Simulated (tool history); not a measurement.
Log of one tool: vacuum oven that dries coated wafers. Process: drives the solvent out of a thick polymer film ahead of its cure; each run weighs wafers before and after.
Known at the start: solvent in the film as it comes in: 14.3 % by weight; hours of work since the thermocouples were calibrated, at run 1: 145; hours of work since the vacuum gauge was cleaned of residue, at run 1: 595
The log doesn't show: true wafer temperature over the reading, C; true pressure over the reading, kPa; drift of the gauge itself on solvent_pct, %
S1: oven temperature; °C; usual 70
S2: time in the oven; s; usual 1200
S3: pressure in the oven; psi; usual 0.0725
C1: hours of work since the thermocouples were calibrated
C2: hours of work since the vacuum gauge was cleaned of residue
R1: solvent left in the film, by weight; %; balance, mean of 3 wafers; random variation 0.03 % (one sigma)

run,hour,S1,S2,S3,C1,C2,R1
1,0,70,1200,0.0725,145,595,2.01
2,43.3,70,1200,0.0725,165,615,2.07
3,96.5,70,1200,0.0725,189,639,2.02
4,132.9,70,1200,0.0725,206,655,2.05
5,175.9,70,1200,0.0737,225,675,1.98
6,214.3,70,1200,0.0737,243,692,2.02
7,258.8,70,900,0.0725,263,713,3.06
8,306.9,70,900,0.0725,285,735,3.09
9,354.6,70,900,0.0725,306,756,3.12
10,400.6,70,1200,0.0725,327,777,2.01
11,435.5,70,1200,0.0725,343,793,2.02
12,478.8,70,1200,0.0725,363,813,2
13,525,62,1200,0.0725,384,834,4.17
14,570.1,62,1200,0.0725,405,854,4.13
15,594.5,62,1200,0.0725,416,866,4.17
16,627.3,70,1860,0.0725,431,881,0.79
17,677.5,70,1860,0.0725,453,903,0.86
18,728.1,70,780,0.0725,477,926,3.55
19,757.1,70,1200,0.1255,490,940,2.09
20,801.3,70,1200,0.0725,510,960,1.97
21,833,70,1140,0.0725,524,974,2.13
22,867.3,70,1140,0.0725,540,990,2.1
23,893,80,1140,0.0725,552,1002,0.52
24,916.3,80,1860,0.0773,562,1012,0.17
25,940.8,80,1860,0.0773,573,1023,0.16
26,964.5,61,660,0.1784,584,1034,6.84
27,992.5,61,660,0.1784,597,1047,6.9
28,1035,68,720,0.0616,616,1066,4.44
29,1066.5,68,720,0.0616,631,1081,4.41
30,1102.3,82,720,0.0408,647,1097,1.09
31,1145.6,70,2040,0.0632,667,1117,0.68
32,1183.1,70,2040,0.0632,684,1134,0.69
33,1226,70,2040,0.0632,703,1153,0.67
34,1258.7,82,2040,0.0632,718,1168,0.1
35,1280.6,70,1440,0.0869,728,1178,1.4
36,1330.9,70,1440,0.0489,751,1201,1.37
37,1362.8,70,1440,0.0489,766,1215,1.37
38,1408.7,70,1440,0.0489,786,1236,1.27
39,1444.1,70,720,0.0788,803,1252,3.81
40,1479.7,70,960,0.0725,819,1269,2.7
41,1529.1,60,1920,0.2107,841,1291,2.97
42,1565.3,72,1560,0.2107,858,1308,1.05
43,1608.3,59,900,0.2674,877,1327,6.38
44,1653.3,59,900,0.2674,898,1348,6.42
45,1681.9,64,1380,0.2717,911,1361,3.24
46,1715.3,66,1260,0.0509,926,1376,2.66

Measured less the same run without the tool's hidden state. The same run-to-run variation is in both; the gauge's scatter may not be:
run,R1
1,-0.15
2,-0.15
3,-0.16
4,-0.16
5,-0.17
6,-0.17
7,-0.22
8,-0.22
9,-0.22
10,-0.19
11,-0.2
12,-0.2
13,-0.26
14,-0.27
15,-0.27
16,-0.09
17,-0.1
18,-0.29
19,-0.23
20,-0.23
21,-0.24
22,-0.24
23,-0.08
24,+0.02
25,+0.02
26,-0.29
27,-0.3
28,-0.33
29,-0.34
30,-0.19
31,-0.09
32,-0.1
33,-0.09
34,+0.03
35,-0.22
36,-0.23
37,-0.23
38,-0.23
39,-0.39
40,-0.36
41,-0.36
42,-0.17
43,-0.4
44,-0.41
45,-0.4
46,-0.39

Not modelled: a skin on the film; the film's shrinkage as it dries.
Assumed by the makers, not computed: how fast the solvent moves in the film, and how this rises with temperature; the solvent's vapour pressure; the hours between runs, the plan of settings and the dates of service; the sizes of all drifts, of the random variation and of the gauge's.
